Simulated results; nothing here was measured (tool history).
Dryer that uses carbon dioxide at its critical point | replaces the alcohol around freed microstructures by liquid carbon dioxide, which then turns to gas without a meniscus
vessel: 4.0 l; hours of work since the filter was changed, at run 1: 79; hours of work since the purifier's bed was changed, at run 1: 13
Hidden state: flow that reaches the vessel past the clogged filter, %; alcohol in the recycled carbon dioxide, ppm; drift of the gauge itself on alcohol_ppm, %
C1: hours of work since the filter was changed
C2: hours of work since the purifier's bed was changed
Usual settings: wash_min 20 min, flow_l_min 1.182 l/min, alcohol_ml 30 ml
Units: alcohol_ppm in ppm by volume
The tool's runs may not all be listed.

Run 1, hour 0: usual settings; C1 79; C2 13. Result: alcohol_ppm 40 ppm by volume.
Run 2, hour 10.1: usual settings; C1 84; C2 18. Result: alcohol_ppm 41 ppm by volume.
Run 3, hour 25.8: usual settings; C1 93; C2 27. Result: alcohol_ppm 48 ppm by volume.
Run 4, hour 43.2: usual settings; C1 102; C2 36. Result: alcohol_ppm 47 ppm by volume.
Run 5, hour 54.3: usual settings; C1 108; C2 42. Result: alcohol_ppm 45 ppm by volume.
Run 6, hour 74.1: usual settings but wash_min 24 min; C1 119; C2 53. Result: alcohol_ppm 15 ppm by volume.
Run 7, hour 84.8: usual settings but wash_min 24 min; C1 125; C2 59. Result: alcohol_ppm 25 ppm by volume.
Run 8, hour 105.3: usual settings but wash_min 24 min; C1 136; C2 70. Result: alcohol_ppm 29 ppm by volume.
Run 9, hour 117.6: usual settings but wash_min 24 min; C1 143; C2 77. Result: alcohol_ppm 28 ppm by volume.
Run 10, hour 137.2: usual settings; C1 153; C2 87. Result: alcohol_ppm 54 ppm by volume.
Run 11, hour 149.7: usual settings but wash_min 14 min, flow_l_min 1.84 l/min; C1 160; C2 94. Result: alcohol_ppm 35 ppm by volume.
Run 12, hour 161.8: usual settings but wash_min 12 min, flow_l_min 0.83 l/min; C1 167; C2 101. Result: alcohol_ppm 844 ppm by volume.
Run 13, hour 182: usual settings but wash_min 14 min, flow_l_min 0.83 l/min, alcohol_ml 61 ml; C1 178; C2 112. Result: alcohol_ppm 1163 ppm by volume.
Run 14, hour 201.7: usual settings but wash_min 16 min, flow_l_min 1.44 l/min, alcohol_ml 42 ml; C1 188; C2 122. Result: alcohol_ppm 87 ppm by volume.
Run 15, hour 218.8: usual settings but wash_min 21 min, flow_l_min 1.75 l/min, alcohol_ml 42 ml; C1 198; C2 132. Result: alcohol_ppm 18 ppm by volume.
Run 16, hour 229.1: usual settings but wash_min 16 min, flow_l_min 1.16 l/min, alcohol_ml 31 ml; C1 203; C2 137. Result: alcohol_ppm 156 ppm by volume.
Run 17, hour 240.1: usual settings but wash_min 16 min, flow_l_min 1.16 l/min, alcohol_ml 31 ml; C1 209; C2 143. Result: alcohol_ppm 154 ppm by volume.
Run 18, hour 249.2: usual settings but wash_min 30 min, flow_l_min 0.93 l/min, alcohol_ml 108 ml; C1 214; C2 148. Result: alcohol_ppm 77 ppm by volume.
Run 19, hour 265.5: usual settings but wash_min 30 min, flow_l_min 0.93 l/min, alcohol_ml 108 ml; C1 223; C2 157. Result: alcohol_ppm 90 ppm by volume.

The same runs without the tool's hidden state, with the same run-to-run variation:
run  alcohol_ppm
  1           32
  2           33
  3           38
  4           35
  5           31
  6            4
  7           13
  8           15
  9           12
 10           31
 11           15
 12          729
 13          973
 14           50
 15            0
 16          104
 17           99
 18           31
 19           44
